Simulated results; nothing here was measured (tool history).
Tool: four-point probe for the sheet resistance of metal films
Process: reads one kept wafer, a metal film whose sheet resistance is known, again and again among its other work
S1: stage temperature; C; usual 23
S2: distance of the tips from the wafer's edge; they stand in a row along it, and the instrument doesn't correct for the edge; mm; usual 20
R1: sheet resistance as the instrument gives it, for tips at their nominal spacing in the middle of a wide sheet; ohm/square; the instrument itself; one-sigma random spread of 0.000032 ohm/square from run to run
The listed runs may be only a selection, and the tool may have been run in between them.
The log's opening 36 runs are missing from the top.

| run | day | S1 | S2 | R1 |
|---|---|---|---|---|
| 37 | 32.871 | 23 | 40 | 0.159721 |
| 38 | 33.971 | 23 | 40 | 0.159767 |
| 39 | 34.733 | 26 | 48 | 0.159961 |
| 40 | 35.712 | 21 | 53 | 0.159598 |
| 41 | 36.55 | 35 | 5 | 0.161639 |
| 42 | 37.325 | 21 | 20 | 0.159615 |
| 43 | 38.379 | 33 | 38 | 0.160613 |
| 44 | 39.612 | 23 | 5 | 0.160614 |

Alternative continuations, all from the tool just after run 44; predict every row:
| A | 40.85 | 30 | 9 | ? |
| B | 40.85 | 22 | 10 | ? |
| C | 40.85 | 33 | 5 | ? |
| D | 40.85 | 33 | 36 | ? |

| run | R1 |
|---|---|
| A | 0.160622 |
| B | 0.159851 |
| C | 0.161501 |
| D | 0.160639 |
With no hidden state in the tool, these same runs would have given:
| run | R1 |
|---|---|
| A | 0.160556 |
| B | 0.159791 |
| C | 0.161433 |
| D | 0.160571 |

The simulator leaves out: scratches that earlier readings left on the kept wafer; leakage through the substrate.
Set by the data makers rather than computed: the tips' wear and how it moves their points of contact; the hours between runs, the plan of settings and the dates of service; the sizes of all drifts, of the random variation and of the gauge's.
